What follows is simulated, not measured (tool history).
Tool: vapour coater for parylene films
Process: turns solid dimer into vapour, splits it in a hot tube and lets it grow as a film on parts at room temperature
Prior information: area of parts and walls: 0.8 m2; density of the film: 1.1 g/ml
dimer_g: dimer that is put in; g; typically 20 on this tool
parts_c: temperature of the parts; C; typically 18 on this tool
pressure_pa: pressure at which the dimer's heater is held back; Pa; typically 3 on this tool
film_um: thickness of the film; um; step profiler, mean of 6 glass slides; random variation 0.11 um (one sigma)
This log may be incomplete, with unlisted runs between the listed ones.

run	hour	dimer_g	parts_c	pressure_pa	film_um
1	0	20	18	3	12.88
2	51.8	20	18	3	12.9
3	99.6	13	18	3	8.38
4	152	13	18	3	8.49
5	190.6	13	18	3	8.42
6	243.7	20	18	11.17	9.44
7	281.5	20	18	9.48	10.06
8	328.7	20	18	9.48	10.01
9	375.1	20	18	9.48	10.08
10	425.5	20	13	2.49	16.36
11	489	20	18	3.29	12.73
12	560.8	20	18	3.52	12.72
13	637.4	20	18	3.52	12.71

Put back what was entered between runs (2 entries, withheld): which listed runs does each sit between, and how does the hidden state differ from the listed run before to the listed run after?
After run 3, before run 4: trap's valve overhauled (hour 126.6)
  vapour lost through the trap's worn valve, %: 0.3 -> 0
After run 9, before run 10: trap's valve overhauled (hour 424.7)
  vapour lost through the trap's worn valve, %: 0.3 -> 0

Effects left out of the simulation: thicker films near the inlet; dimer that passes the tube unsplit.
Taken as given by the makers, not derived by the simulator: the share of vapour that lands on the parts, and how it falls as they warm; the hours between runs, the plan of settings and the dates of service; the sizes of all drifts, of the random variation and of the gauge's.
